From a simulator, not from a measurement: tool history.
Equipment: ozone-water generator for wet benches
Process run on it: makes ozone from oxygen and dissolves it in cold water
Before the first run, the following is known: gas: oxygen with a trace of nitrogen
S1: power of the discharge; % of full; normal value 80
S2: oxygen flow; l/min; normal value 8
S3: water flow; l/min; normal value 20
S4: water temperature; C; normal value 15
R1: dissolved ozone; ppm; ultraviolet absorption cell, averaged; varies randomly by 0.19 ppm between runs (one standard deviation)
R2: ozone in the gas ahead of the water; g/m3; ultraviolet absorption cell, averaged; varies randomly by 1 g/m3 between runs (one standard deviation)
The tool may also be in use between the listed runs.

run	day	S1	S2	S3	S4	R1	R2
1	0	80	8	20	15	25.6	170.7
2	7.25	80	8	20	15	25.6	170.6
3	13.096	80	8	18	15	27.3	171
4	18.604	80	8	18	15	27.1	171.2
5	25.029	80	8	29	15	18.8	169.5
# day 27.883: water thermometer calibrated
6	32.933	80	8	29	15	19	168
7	41.412	85	8	29	15	19.7	174.2
# day 43.375: contactor cleaned
8	48.833	85	8	29	15	20.4	174.6
9	55.425	85	6.76	29	15	20.2	195.2
10	60.283	85	6.76	29	15	20.3	195.9
11	67.208	85	6.76	29	15	20.3	193.3
12	73.829	85	6.76	29	15	20.1	193.4
13	77.371	85	6.76	29	15	20.3	194.5
14	83.229	80	8	24	10	23.7	164.9
15	88.012	50	13.98	17	10	19	82.7
16	93.75	80	8	20	12	26.2	163.4
17	102.217	80	8	20	12	25.9	163.2
18	107.6	80	8	20	12	25.9	163.5
19	114.658	80	4.77	22	9	25.6	228.3
20	120.667	80	4.77	30	9	19.3	226.4
21	125.708	52	8.49	19	10	20	116.2

Forecast each of these 5 alternatives for the next run:
A	133.646	44	5.2	13	10	?	?
B	133.646	52	5.33	19	9	?	?
C	133.646	44	8	29	15	?	?
D	133.646	53	8.49	19	10	?	?
E	133.646	74	8	20	15	?	?

run	R1	R2
A	25.1	141
B	21.6	156.9
C	12.2	108.1
D	20	117.4
E	23.2	154.7
With no hidden state in the tool, these same runs would have given:
run	R1	R2
A	27.2	150.5
B	23.8	169.3
C	13.3	115.3
D	22	126.9
E	26.2	171.1
